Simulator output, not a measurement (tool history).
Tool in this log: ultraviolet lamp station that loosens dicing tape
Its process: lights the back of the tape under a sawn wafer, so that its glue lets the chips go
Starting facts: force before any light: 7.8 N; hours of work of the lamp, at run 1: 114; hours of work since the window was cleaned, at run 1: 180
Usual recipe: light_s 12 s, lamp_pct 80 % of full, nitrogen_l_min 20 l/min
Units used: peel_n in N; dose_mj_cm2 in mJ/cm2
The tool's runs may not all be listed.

run	hour	light_s	lamp_pct	nitrogen_l_min	hours of work of the lamp	hours of work since the window was cleaned	peel_n	dose_mj_cm2
1	0.0	12	80	20	114	180	0.513	392
# hour 41.7: window cleaned of glue's vapour
2	43.3	12	80	20	143	1	0.453	418
3	79.5	12	78	20	168	26	0.482	402
4	140.2	12	78	20	209	67	0.486	390
5	187.4	12	78	20	241	98	0.510	386
6	250.4	7	80	20	283	141	1.407	226
7	283.6	7	80	20	306	163	1.353	226
8	345.1	7	80	20	347	205	1.431	216
# hour 348.5: window cleaned of glue's vapour
9	391.6	7	80	20	378	29	1.245	234
10	421.1	7	80	18	398	49	1.361	230
11	469.5	7	80	23	431	82	1.247	224
12	528.1	12	80	20	470	121	0.544	374
13	556.7	12	80	20	490	141	0.570	371
14	587.6	12	80	20	511	162	0.568	364
15	630.0	12	80	20	539	190	0.586	358
# hour 657.3: window cleaned of glue's vapour
16	696.6	12	96	20	584	27	0.402	457
17	740.0	12	98	12	613	56	0.448	458
18	773.6	12	98	12	636	79	0.458	454
19	818.9	12	98	12	667	109	0.498	446
20	853.9	17	95	17	690	133	0.305	599
21	890.3	7	80	38	715	157	1.353	204
22	920.4	13	80	33	735	178	0.510	373
# hour 965.0: window cleaned of glue's vapour
23	965.0	6	79	10	765	0	2.090	181
24	1006.5	6	79	10	793	28	2.248	182
25	1041.3	12	92	38	816	52	0.379	417
26	1103.9	7	81	7	859	94	2.036	203
27	1150.6	15	80	9	890	125	0.566	432
28	1217.5	15	80	9	935	171	0.624	422
29	1248.9	7	72	35	957	192	1.798	175
# hour 1274.4: window cleaned of glue's vapour
30	1287.3	10	88	22	982	9	0.701	329
31	1320.8	10	88	22	1005	31	0.722	321
32	1349.9	9	69	34	1025	51	1.194	226

Branching from run 32: 3 alternative next runs. What would each branch give?
A	1383.7	12	93	8	1047	74	?	?
B	1383.7	9	69	7	1047	74	?	?
C	1383.7	14	61	20	1047	74	?	?

run	peel_n	dose_mj_cm2
A	0.686	397
B	1.941	220
C	0.785	308
With the hidden condition removed and each run's random variation left untouched, the same runs would have given:
run	peel_n	dose_mj_cm2
A	0.446	505
B	1.366	279
C	0.504	391

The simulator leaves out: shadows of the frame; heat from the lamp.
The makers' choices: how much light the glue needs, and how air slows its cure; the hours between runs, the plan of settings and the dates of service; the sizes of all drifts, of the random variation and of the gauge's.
